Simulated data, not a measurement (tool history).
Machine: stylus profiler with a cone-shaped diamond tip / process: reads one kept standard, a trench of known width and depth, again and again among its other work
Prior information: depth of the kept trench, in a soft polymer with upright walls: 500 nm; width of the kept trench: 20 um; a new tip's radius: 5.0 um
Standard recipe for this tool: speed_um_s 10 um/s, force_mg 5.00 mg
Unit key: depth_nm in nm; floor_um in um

run	hour	speed_um_s	force_mg	depth_nm	floor_um
1	0.0	10	5.00	507.26	15.68
2	22.6	10	5.00	507.46	15.58
3	44.0	10	3.36	505.64	15.61
4	53.5	10	5.00	507.68	15.58
5	66.7	19	5.00	507.30	15.60
6	80.2	19	5.00	507.28	15.60
7	101.1	3	5.00	507.43	15.64
8	113.2	3	5.00	507.33	15.60
9	123.0	10	5.00	507.43	15.60
10	138.0	10	5.00	507.49	15.60
11	151.6	3	5.00	507.43	15.64
12	168.6	3	5.00	507.35	15.60
13	187.0	3	5.00	507.45	15.68
14	206.9	10	1.99	503.99	15.55
15	229.4	10	1.99	504.16	15.56
16	245.9	10	1.99	503.76	15.61
17	258.8	10	1.99	504.26	15.58
18	279.7	10	5.00	507.23	15.61
19	299.8	10	5.00	507.42	15.61
20	322.5	10	5.00	507.51	15.60
21	334.5	10	5.00	507.46	15.60
22	356.7	10	5.00	507.25	15.62
23	370.3	10	5.00	507.46	15.53
24	381.1	10	5.00	507.44	15.56
25	390.3	16	5.56	508.08	15.64
26	410.2	23	6.16	508.22	15.52
27	431.6	23	6.16	508.43	15.54
28	451.0	27	7.61	510.00	15.52
29	469.8	23	4.57	506.96	15.52
30	489.5	4	4.82	507.15	15.66
31	508.5	10	11.86	513.03	15.60
32	519.7	10	12.99	514.04	15.67
33	533.8	3	12.89	513.97	15.64
34	552.8	3	12.89	513.92	15.64
35	567.3	6	5.00	507.66	15.62
36	587.0	2	12.36	513.66	15.66
37	598.8	17	8.68	510.93	15.65
38	612.4	17	8.68	510.43	15.62
39	630.7	17	8.68	510.71	15.60
40	645.7	17	8.68	510.58	15.58
41	663.3	17	8.68	510.72	15.60
42	685.5	10	7.98	509.99	15.56
43	704.7	35	14.89	515.24	15.53
44	724.4	9	5.07	507.66	15.63
45	736.3	27	6.51	508.94	15.52
46	751.9	7	1.99	504.25	15.61

Here are 5 independent what-if runs from the current tool condition. What would each one return?
A	766.9	7	2.63	?	?
B	766.9	19	5.28	?	?
C	766.9	3	1.91	?	?
D	766.9	20	2.44	?	?
E	766.9	3	2.43	?	?

run	depth_nm	floor_um
A	504.76	15.64
B	507.61	15.58
C	503.75	15.64
D	504.56	15.46
E	504.59	15.61
Stripped of hidden state, with their random variation kept, the same runs would have yielded:
run	depth_nm	floor_um
A	504.78	15.65
B	507.63	15.59
C	503.77	15.64
D	504.58	15.46
E	504.61	15.61

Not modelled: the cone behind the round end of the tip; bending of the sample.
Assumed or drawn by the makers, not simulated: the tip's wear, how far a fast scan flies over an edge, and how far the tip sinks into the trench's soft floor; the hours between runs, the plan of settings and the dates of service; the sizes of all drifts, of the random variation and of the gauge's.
